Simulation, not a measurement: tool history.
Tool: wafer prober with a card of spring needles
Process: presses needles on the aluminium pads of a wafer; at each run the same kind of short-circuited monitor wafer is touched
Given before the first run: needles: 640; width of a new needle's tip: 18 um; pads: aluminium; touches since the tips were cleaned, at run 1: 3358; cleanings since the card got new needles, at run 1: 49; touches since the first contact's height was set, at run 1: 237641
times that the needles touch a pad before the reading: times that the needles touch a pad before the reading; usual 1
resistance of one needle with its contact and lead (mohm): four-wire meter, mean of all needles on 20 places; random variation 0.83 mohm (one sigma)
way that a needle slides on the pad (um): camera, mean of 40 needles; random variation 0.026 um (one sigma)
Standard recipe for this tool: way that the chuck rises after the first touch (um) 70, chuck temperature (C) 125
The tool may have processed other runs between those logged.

run,hour,way that the chuck rises after the first touch (um),chuck temperature (C),times that the needles touch a pad before the reading,touches since the tips were cleaned,cleanings since the card got new needles,touches since the first contact's height was set,resistance of one needle with its contact and lead (mohm),way that a needle slides on the pad (um)
1,0,70,125,1,3358,49,237641,143.1,11.34
# hour 3.2: tips cleaned on abrasive film
# hour 17.1: tips cleaned on abrasive film
# hour 19.9: height of the first contact set anew
2,22.8,70,125,1,1798,51,969,140,11.66
# hour 29.8: tips cleaned on abrasive film
# hour 43.7: tips cleaned on abrasive film
3,49.7,70,125,1,2008,53,9867,138.9,11.69
# hour 58.4: tips cleaned on abrasive film
# hour 70.9: tips cleaned on abrasive film
4,72.2,70,125,1,434,55,17301,135.4,11.7
# hour 83.7: tips cleaned on abrasive film
5,87.5,70,125,1,1241,56,22368,137.4,11.69
# hour 97.1: tips cleaned on abrasive film
# hour 110.1: tips cleaned on abrasive film
6,117.5,70,125,1,2496,58,32342,138.9,11.66
# hour 124.9: tips cleaned on abrasive film
# hour 137.8: tips cleaned on abrasive film
7,142.3,70,125,2,1491,60,40523,138.1,11.7
# hour 152: tips cleaned on abrasive film
# hour 164.7: tips cleaned on abrasive film
8,173.6,70,125,2,2975,62,50904,138.6,11.62
# hour 178.4: tips cleaned on abrasive film
# hour 192.5: tips cleaned on abrasive film
9,201,70,125,2,2844,64,59994,140.3,11.63
# hour 205.6: tips cleaned on abrasive film
# hour 218: tips cleaned on abrasive film
10,227.3,88,125,1,3103,66,68704,137.2,14.67
# hour 232.5: tips cleaned on abrasive film
# hour 245.8: tips cleaned on abrasive film
11,246.4,88,125,1,203,68,75019,133.9,14.64
# hour 261: tips cleaned on abrasive film
12,265.7,70,125,2,1545,69,81395,137.8,11.6
# hour 275.4: tips cleaned on abrasive film
# hour 289.6: tips cleaned on abrasive film
13,290.9,70,125,2,434,71,89750,136.2,11.56
# hour 303.1: tips cleaned on abrasive film
# hour 315.5: tips cleaned on abrasive film
14,320.1,70,125,2,1540,73,99423,139.1,11.58
# hour 328.9: tips cleaned on abrasive film
# hour 341.7: tips cleaned on abrasive film
# hour 354.9: tips cleaned on abrasive film
15,354.9,61,125,1,0,76,110931,138.2,10.04
# hour 367.6: tips cleaned on abrasive film
16,371.7,61,125,1,1372,77,116528,142.7,10

Expected results for the next run?
# hour 381.5: tips cleaned on abrasive film
# hour 394: tips cleaned on abrasive film
17,398.6,61,125,1,1552,79,125430,?,?

Run 17 gave resistance of one needle with its contact and lead (mohm) 142.5, way that a needle slides on the pad (um) 10.03.
If the tool had no hidden condition, the same run with the same run-to-run variation would have returned resistance of one needle with its contact and lead (mohm) 136.7, way that a needle slides on the pad (um) 10.23.
